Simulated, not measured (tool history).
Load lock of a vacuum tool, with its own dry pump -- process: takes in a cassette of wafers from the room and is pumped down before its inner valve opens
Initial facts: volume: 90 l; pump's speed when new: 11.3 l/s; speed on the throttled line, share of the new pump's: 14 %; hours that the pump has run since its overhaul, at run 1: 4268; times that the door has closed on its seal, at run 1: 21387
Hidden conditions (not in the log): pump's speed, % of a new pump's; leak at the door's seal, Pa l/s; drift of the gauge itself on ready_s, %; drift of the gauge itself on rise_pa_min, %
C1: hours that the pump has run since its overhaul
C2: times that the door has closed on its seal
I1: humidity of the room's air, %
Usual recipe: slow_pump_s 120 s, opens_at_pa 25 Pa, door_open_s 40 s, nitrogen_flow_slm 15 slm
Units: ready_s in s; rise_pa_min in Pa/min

{"run": 1, "hour": 0.0, "slow_pump_s": 120, "opens_at_pa": 25, "door_open_s": 40, "nitrogen_flow_slm": 15, "C1": 4268, "C2": 21387, "I1": 45.1, "ready_s": 168.5, "rise_pa_min": 0.031}
{"run": 2, "hour": 545.6, "slow_pump_s": 120, "opens_at_pa": 25, "door_open_s": 40, "nitrogen_flow_slm": 15, "C1": 4813, "C2": 23192, "I1": 43.1, "ready_s": 169.3, "rise_pa_min": 0.034}
{"run": 3, "hour": 872.4, "slow_pump_s": 120, "opens_at_pa": 25, "door_open_s": 40, "nitrogen_flow_slm": 15, "C1": 5140, "C2": 24273, "I1": 47.6, "ready_s": 169.1, "rise_pa_min": 0.031}
{"run": 4, "hour": 1244.6, "slow_pump_s": 120, "opens_at_pa": 25, "door_open_s": 40, "nitrogen_flow_slm": 11, "C1": 5512, "C2": 25505, "I1": 43.6, "ready_s": 171.2, "rise_pa_min": 0.035}
{"run": 5, "hour": 1609.6, "slow_pump_s": 120, "opens_at_pa": 25, "door_open_s": 40, "nitrogen_flow_slm": 15, "C1": 5877, "C2": 26712, "I1": 43.4, "ready_s": 168.3, "rise_pa_min": 0.027}
{"run": 6, "hour": 1869.0, "slow_pump_s": 120, "opens_at_pa": 25, "door_open_s": 26, "nitrogen_flow_slm": 15, "C1": 6137, "C2": 27570, "I1": 46.3, "ready_s": 169.6, "rise_pa_min": 0.026}
{"run": 7, "hour": 2373.3, "slow_pump_s": 120, "opens_at_pa": 25, "door_open_s": 40, "nitrogen_flow_slm": 15, "C1": 6641, "C2": 29238, "I1": 49.9, "ready_s": 170.5, "rise_pa_min": 0.038}
{"run": 8, "hour": 2736.9, "slow_pump_s": 120, "opens_at_pa": 33, "door_open_s": 40, "nitrogen_flow_slm": 15, "C1": 7004, "C2": 30441, "I1": 45.2, "ready_s": 167.5, "rise_pa_min": 0.028}
{"run": 9, "hour": 2990.6, "slow_pump_s": 120, "opens_at_pa": 25, "door_open_s": 40, "nitrogen_flow_slm": 15, "C1": 7258, "C2": 31280, "I1": 44.8, "ready_s": 169.3, "rise_pa_min": 0.023}
{"run": 10, "hour": 3242.1, "slow_pump_s": 120, "opens_at_pa": 25, "door_open_s": 40, "nitrogen_flow_slm": 15, "C1": 7510, "C2": 32113, "I1": 45.2, "ready_s": 167.3, "rise_pa_min": 0.027}
{"run": 11, "hour": 3527.7, "slow_pump_s": 120, "opens_at_pa": 25, "door_open_s": 40, "nitrogen_flow_slm": 8, "C1": 7795, "C2": 33057, "I1": 44.7, "ready_s": 168.4, "rise_pa_min": 0.039}
{"run": 12, "hour": 3803.1, "slow_pump_s": 120, "opens_at_pa": 25, "door_open_s": 40, "nitrogen_flow_slm": 8, "C1": 8071, "C2": 33968, "I1": 45.5, "ready_s": 169.1, "rise_pa_min": 0.038}
{"run": 13, "hour": 4251.7, "slow_pump_s": 120, "opens_at_pa": 25, "door_open_s": 40, "nitrogen_flow_slm": 15, "C1": 8519, "C2": 35452, "I1": 47.5, "ready_s": 169.4, "rise_pa_min": 0.034}
{"run": 14, "hour": 4750.2, "slow_pump_s": 120, "opens_at_pa": 25, "door_open_s": 40, "nitrogen_flow_slm": 15, "C1": 9018, "C2": 37101, "I1": 43.4, "ready_s": 167.2, "rise_pa_min": 0.031}
{"run": 15, "hour": 5254.3, "slow_pump_s": 120, "opens_at_pa": 25, "door_open_s": 40, "nitrogen_flow_slm": 15, "C1": 9522, "C2": 38769, "I1": 47.5, "ready_s": 168.2, "rise_pa_min": 0.029}
{"run": 16, "hour": 5562.3, "slow_pump_s": 120, "opens_at_pa": 25, "door_open_s": 40, "nitrogen_flow_slm": 15, "C1": 9830, "C2": 39788, "I1": 43.3, "ready_s": 167.6, "rise_pa_min": 0.034}
{"run": 17, "hour": 6092.4, "slow_pump_s": 120, "opens_at_pa": 25, "door_open_s": 40, "nitrogen_flow_slm": 15, "C1": 10360, "C2": 41541, "I1": 42.6, "ready_s": 168.7, "rise_pa_min": 0.027}
{"run": 18, "hour": 6590.6, "slow_pump_s": 120, "opens_at_pa": 25, "door_open_s": 226, "nitrogen_flow_slm": 15, "C1": 10858, "C2": 43190, "I1": 44.7, "ready_s": 168.7, "rise_pa_min": 0.1}
{"run": 19, "hour": 6898.9, "slow_pump_s": 174, "opens_at_pa": 25, "door_open_s": 41, "nitrogen_flow_slm": 19, "C1": 11166, "C2": 44209, "I1": 45.6, "ready_s": 215.1, "rise_pa_min": 0.029}
{"run": 20, "hour": 7444.8, "slow_pump_s": 120, "opens_at_pa": 27, "door_open_s": 40, "nitrogen_flow_slm": 36, "C1": 11712, "C2": 46015, "I1": 43.2, "ready_s": 169.7, "rise_pa_min": 0.018}
{"run": 21, "hour": 7877.5, "slow_pump_s": 181, "opens_at_pa": 25, "door_open_s": 40, "nitrogen_flow_slm": 30, "C1": 12145, "C2": 47447, "I1": 43.6, "ready_s": 222.2, "rise_pa_min": 0.025}
{"run": 22, "hour": 8212.1, "slow_pump_s": 158, "opens_at_pa": 38, "door_open_s": 48, "nitrogen_flow_slm": 9, "C1": 12480, "C2": 48554, "I1": 46.2, "ready_s": 195.7, "rise_pa_min": 0.045}
{"hour": 8242.5, "done": "door's seal changed, seat wiped"}
{"run": 23, "hour": 8697.4, "slow_pump_s": 158, "opens_at_pa": 38, "door_open_s": 48, "nitrogen_flow_slm": 9, "C1": 12963, "C2": 1505, "I1": 45.6, "ready_s": 198.7, "rise_pa_min": 0.048}
{"run": 24, "hour": 9034.2, "slow_pump_s": 136, "opens_at_pa": 48, "door_open_s": 113, "nitrogen_flow_slm": 5, "C1": 13300, "C2": 2619, "I1": 47.3, "ready_s": 178.1, "rise_pa_min": 0.089}
{"run": 25, "hour": 9518.5, "slow_pump_s": 80, "opens_at_pa": 20, "door_open_s": 40, "nitrogen_flow_slm": 10, "C1": 13785, "C2": 4221, "I1": 43.6, "ready_s": 137.8, "rise_pa_min": 0.027}
{"run": 26, "hour": 9965.1, "slow_pump_s": 89, "opens_at_pa": 35, "door_open_s": 117, "nitrogen_flow_slm": 9, "C1": 14231, "C2": 5699, "I1": 46.8, "ready_s": 141.6, "rise_pa_min": 0.078}
{"run": 27, "hour": 10430.7, "slow_pump_s": 101, "opens_at_pa": 20, "door_open_s": 117, "nitrogen_flow_slm": 9, "C1": 14697, "C2": 7239, "I1": 44.9, "ready_s": 155.0, "rise_pa_min": 0.082}
{"run": 28, "hour": 10795.8, "slow_pump_s": 132, "opens_at_pa": 25, "door_open_s": 231, "nitrogen_flow_slm": 15, "C1": 15062, "C2": 8447, "I1": 45.7, "ready_s": 178.6, "rise_pa_min": 0.108}
{"run": 29, "hour": 11053.1, "slow_pump_s": 120, "opens_at_pa": 25, "door_open_s": 40, "nitrogen_flow_slm": 12, "C1": 15319, "C2": 9298, "I1": 42.5, "ready_s": 168.5, "rise_pa_min": 0.028}
{"run": 30, "hour": 11292.6, "slow_pump_s": 120, "opens_at_pa": 25, "door_open_s": 40, "nitrogen_flow_slm": 12, "C1": 15559, "C2": 10090, "I1": 46.7, "ready_s": 170.1, "rise_pa_min": 0.039}
{"hour": 11529.3, "done": "dry pump taken out, an overhauled one fitted"}
{"run": 31, "hour": 11848.5, "slow_pump_s": 143, "opens_at_pa": 25, "door_open_s": 40, "nitrogen_flow_slm": 24, "C1": 319, "C2": 11909, "I1": 45.9, "ready_s": 190.5, "rise_pa_min": 0.019}
{"run": 32, "hour": 12291.9, "slow_pump_s": 120, "opens_at_pa": 23, "door_open_s": 28, "nitrogen_flow_slm": 15, "C1": 763, "C2": 13376, "I1": 46.5, "ready_s": 169.2, "rise_pa_min": 0.028}
{"run": 33, "hour": 12709.9, "slow_pump_s": 120, "opens_at_pa": 23, "door_open_s": 28, "nitrogen_flow_slm": 30, "C1": 1181, "C2": 14759, "I1": 43.2, "ready_s": 170.0, "rise_pa_min": 0.021}
{"run": 34, "hour": 13158.9, "slow_pump_s": 239, "opens_at_pa": 30, "door_open_s": 40, "nitrogen_flow_slm": 15, "C1": 1630, "C2": 16244, "I1": 47.1, "ready_s": 269.7, "rise_pa_min": 0.036}
{"run": 35, "hour": 13483.0, "slow_pump_s": 88, "opens_at_pa": 25, "door_open_s": 42, "nitrogen_flow_slm": 15, "C1": 1954, "C2": 17317, "I1": 45.9, "ready_s": 140.2, "rise_pa_min": 0.029}
{"run": 36, "hour": 13948.0, "slow_pump_s": 88, "opens_at_pa": 25, "door_open_s": 42, "nitrogen_flow_slm": 15, "C1": 2419, "C2": 18855, "I1": 46.0, "ready_s": 141.1, "rise_pa_min": 0.034}

Describe how what the log doesn't record of the tool's condition differs between the last listed run preceding each entry between runs and the first listed run following it.
From run 22 to run 23: door's seal changed, seat wiped (hour 8242.5)
  leak at the door's seal, Pa l/s: 0.0053 -> 0.002
From run 30 to run 31: dry pump taken out, an overhauled one fitted (hour 11529.3)
  pump's speed, % of a new pump's: 99.9 -> 100
